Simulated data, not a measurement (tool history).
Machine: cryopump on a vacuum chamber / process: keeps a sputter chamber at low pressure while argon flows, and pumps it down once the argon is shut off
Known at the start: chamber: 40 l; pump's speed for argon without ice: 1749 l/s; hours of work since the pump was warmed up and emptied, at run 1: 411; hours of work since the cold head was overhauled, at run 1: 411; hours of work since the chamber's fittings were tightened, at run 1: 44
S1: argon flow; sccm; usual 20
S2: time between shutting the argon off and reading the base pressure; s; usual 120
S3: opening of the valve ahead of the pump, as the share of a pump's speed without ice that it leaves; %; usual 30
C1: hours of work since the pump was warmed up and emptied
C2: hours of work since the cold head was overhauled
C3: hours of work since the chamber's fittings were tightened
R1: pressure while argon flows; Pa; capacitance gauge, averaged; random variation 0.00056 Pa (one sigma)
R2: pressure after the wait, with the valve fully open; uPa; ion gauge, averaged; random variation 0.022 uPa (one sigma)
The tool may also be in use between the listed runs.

{"run": 1, "hour": 0.0, "S1": 20, "S2": 120, "S3": 30, "C1": 411, "C2": 411, "C3": 44, "R1": 0.0673, "R2": 0.61}
{"run": 2, "hour": 52.8, "S1": 20, "S2": 120, "S3": 30, "C1": 448, "C2": 448, "C3": 82, "R1": 0.0678, "R2": 0.63}
{"run": 3, "hour": 97.3, "S1": 20, "S2": 120, "S3": 30, "C1": 479, "C2": 479, "C3": 113, "R1": 0.0677, "R2": 0.66}
{"run": 4, "hour": 146.8, "S1": 20, "S2": 120, "S3": 30, "C1": 514, "C2": 514, "C3": 147, "R1": 0.0672, "R2": 0.66}
{"run": 5, "hour": 206.3, "S1": 20, "S2": 120, "S3": 30, "C1": 556, "C2": 556, "C3": 189, "R1": 0.0681, "R2": 0.65}
{"run": 6, "hour": 243.5, "S1": 20, "S2": 120, "S3": 30, "C1": 582, "C2": 582, "C3": 215, "R1": 0.0682, "R2": 0.67}
{"run": 7, "hour": 291.5, "S1": 20, "S2": 120, "S3": 30, "C1": 616, "C2": 616, "C3": 249, "R1": 0.0691, "R2": 0.71}
{"run": 8, "hour": 328.6, "S1": 20, "S2": 120, "S3": 30, "C1": 642, "C2": 642, "C3": 275, "R1": 0.0689, "R2": 0.72}
{"run": 9, "hour": 378.3, "S1": 29, "S2": 65, "S3": 30, "C1": 677, "C2": 677, "C3": 310, "R1": 0.1001, "R2": 1.03}
{"run": 10, "hour": 430.2, "S1": 29, "S2": 65, "S3": 30, "C1": 713, "C2": 713, "C3": 346, "R1": 0.1019, "R2": 1.08}
{"run": 11, "hour": 467.9, "S1": 29, "S2": 65, "S3": 30, "C1": 740, "C2": 740, "C3": 373, "R1": 0.1006, "R2": 1.02}
{"run": 12, "hour": 495.9, "S1": 14, "S2": 120, "S3": 16, "C1": 759, "C2": 759, "C3": 393, "R1": 0.0893, "R2": 0.74}
{"hour": 533.4, "done": "pump warmed up, emptied and cooled again"}
{"run": 13, "hour": 551.0, "S1": 22, "S2": 120, "S3": 16, "C1": 12, "C2": 794, "C3": 428, "R1": 0.1341, "R2": 0.65}

Forecast each of these 4 alternatives for the next run:
{"run": "A", "hour": 577.4, "S1": 16, "S2": 120, "S3": 43, "C1": 31, "C2": 813, "C3": 446, "R1": "?", "R2": "?"}
{"run": "B", "hour": 577.4, "S1": 15, "S2": 120, "S3": 30, "C1": 31, "C2": 813, "C3": 446, "R1": "?", "R2": "?"}
{"run": "C", "hour": 577.4, "S1": 29, "S2": 96, "S3": 30, "C1": 31, "C2": 813, "C3": 446, "R1": "?", "R2": "?"}
{"run": "D", "hour": 577.4, "S1": 18, "S2": 259, "S3": 16, "C1": 31, "C2": 813, "C3": 446, "R1": "?", "R2": "?"}

run=A R1=0.0369 R2=0.67
run=B R1=0.0492 R2=0.67
run=C R1=0.0940 R2=0.76
run=D R1=0.1094 R2=0.41
Had the tool no hidden state, the same runs would have come out as:
run=A R1=0.0365 R2=0.59
run=B R1=0.0488 R2=0.59
run=C R1=0.0933 R2=0.68
run=D R1=0.1090 R2=0.33
